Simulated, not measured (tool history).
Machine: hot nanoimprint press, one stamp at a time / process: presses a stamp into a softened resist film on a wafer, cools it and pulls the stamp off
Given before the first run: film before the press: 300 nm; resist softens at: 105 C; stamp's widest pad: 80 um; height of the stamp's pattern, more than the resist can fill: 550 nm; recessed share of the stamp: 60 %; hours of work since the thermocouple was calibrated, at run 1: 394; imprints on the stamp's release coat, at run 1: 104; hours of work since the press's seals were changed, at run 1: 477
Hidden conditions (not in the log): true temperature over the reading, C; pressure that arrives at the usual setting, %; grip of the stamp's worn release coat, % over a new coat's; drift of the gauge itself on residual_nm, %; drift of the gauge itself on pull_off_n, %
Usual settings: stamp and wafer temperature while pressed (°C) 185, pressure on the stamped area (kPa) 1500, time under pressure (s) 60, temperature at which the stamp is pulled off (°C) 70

run	hour	stamp and wafer temperature while pressed (°C)	pressure on the stamped area (kPa)	time under pressure (s)	temperature at which the stamp is pulled off (°C)	hours of work since the thermocouple was calibrated	imprints on the stamp's release coat	hours of work since the press's seals were changed	resist left under the stamp's widest pad (Å)	greatest force while the stamp is pulled off (N)
1	0	185	1500	60	70	394	104	477	1334	117
2	26.6	185	2170	60	70	408	220	492	1103	117
3	47.3	185	1500	60	70	420	310	503	1335	115
4	60.1	185	1500	60	70	427	366	510	1331	117
# hour 81.5: plate thermocouple calibrated
5	90	185	1500	60	70	5	483	525	1318	120
6	113.6	185	1500	60	70	17	586	538	1316	122
7	130.9	185	1500	60	70	27	661	547	1320	124
8	145.4	185	1500	60	70	35	724	555	1318	124
9	172.2	185	1500	60	70	49	841	570	1311	124
10	194.1	185	1500	60	70	61	936	582	1310	122
11	212.4	185	1500	60	70	71	1016	592	1304	122
# hour 224.9: plate thermocouple calibrated, once more
12	241.8	179	1500	60	70	9	1131	606	1619	136
13	258.7	179	1500	60	70	18	1204	615	1625	140
14	279.9	179	1500	68	70	30	1297	627	1558	139
15	293.9	179	1500	68	70	38	1358	635	1556	146
16	316.7	174	1840	98	63	50	1457	647	1429	153
17	329	185	2250	60	70	57	1510	654	1137	138
18	353.9	185	2250	60	70	70	1619	667	1133	145
19	378.5	180	1050	60	70	84	1725	681	1833	146
20	389.9	173	1500	60	71	90	1775	687	1867	147
21	412.9	196	1500	46	71	103	1875	699	1180	145
22	425.3	196	1500	46	71	109	1929	706	1182	144
23	436.5	196	1500	46	71	115	1978	712	1183	151
24	458.6	196	1500	46	71	128	2074	724	1180	155
25	482.4	196	1500	46	71	140	2178	737	1181	153
26	505	173	1500	46	70	153	2276	750	1999	154
27	527.8	173	1500	46	70	165	2375	762	1980	162
# hour 549.4: stamp cleaned and given a new release coat
28	554	173	1500	46	70	176	20	773	1987	111
29	568.3	173	1500	46	70	184	82	781	1984	114
# hour 581.1: press's hydraulic seals changed and the load cell set to zero
30	588.4	186	2010	32	76	191	135	4	1417	105

Alternative continuations, all from the tool just after run 30; predict every row:
A	607.1	174	2010	32	68	201	217	14	?	?
B	607.1	174	1500	60	75	201	217	14	?	?
C	607.1	185	1340	83	62	201	217	14	?	?
D	607.1	185	1500	106	70	201	217	14	?	?

run	resist left under the stamp's widest pad (Å)	greatest force while the stamp is pulled off (N)
A	1888	120
B	1782	107
C	1287	132
D	1105	119
Take away the tool's hidden state, keep each run's random variation, and the runs would have read:
run	resist left under the stamp's widest pad (Å)	greatest force while the stamp is pulled off (N)
A	1920	118
B	1816	105
C	1312	128
D	1127	116
